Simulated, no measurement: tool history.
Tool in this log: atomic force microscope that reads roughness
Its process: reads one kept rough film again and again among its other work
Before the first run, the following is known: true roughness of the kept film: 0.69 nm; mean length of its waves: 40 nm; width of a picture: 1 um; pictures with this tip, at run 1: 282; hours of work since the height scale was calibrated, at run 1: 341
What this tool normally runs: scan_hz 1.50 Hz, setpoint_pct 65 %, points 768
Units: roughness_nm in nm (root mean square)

| run | hour | scan_hz | setpoint_pct | points | pictures with this tip | hours of work since the height scale was calibrated | roughness_nm |
|---|---|---|---|---|---|---|---|
| 1 | 0.0 | 1.50 | 65 | 768 | 282 | 341 | 0.627 |
| 2 | 11.5 | 2.04 | 65 | 768 | 299 | 349 | 0.608 |
| 3 | 24.5 | 0.54 | 65 | 768 | 319 | 357 | 0.657 |
| 4 | 32.8 | 0.54 | 65 | 768 | 331 | 362 | 0.657 |
|  | 34.1 | new tip fitted |
| 5 | 49.6 | 1.50 | 65 | 768 | 23 | 373 | 0.628 |
| 6 | 61.7 | 1.50 | 65 | 768 | 41 | 380 | 0.635 |
| 7 | 75.1 | 1.50 | 65 | 768 | 61 | 389 | 0.630 |
| 8 | 88.3 | 2.22 | 55 | 538 | 81 | 397 | 0.639 |
| 9 | 102.4 | 2.22 | 55 | 538 | 102 | 406 | 0.647 |
| 10 | 116.4 | 1.46 | 76 | 584 | 123 | 415 | 0.597 |
| 11 | 125.7 | 1.50 | 78 | 607 | 137 | 421 | 0.588 |

Run 12 has not been measured yet. What should we expect?
| 12 | 139.6 | 0.79 | 59 | 310 | 157 | 430 | ? |

Run 12 gave roughness_nm 0.656 nm (root mean square).
Had the tool carried no hidden state, the very same run would have given roughness_nm 0.656 nm (root mean square).
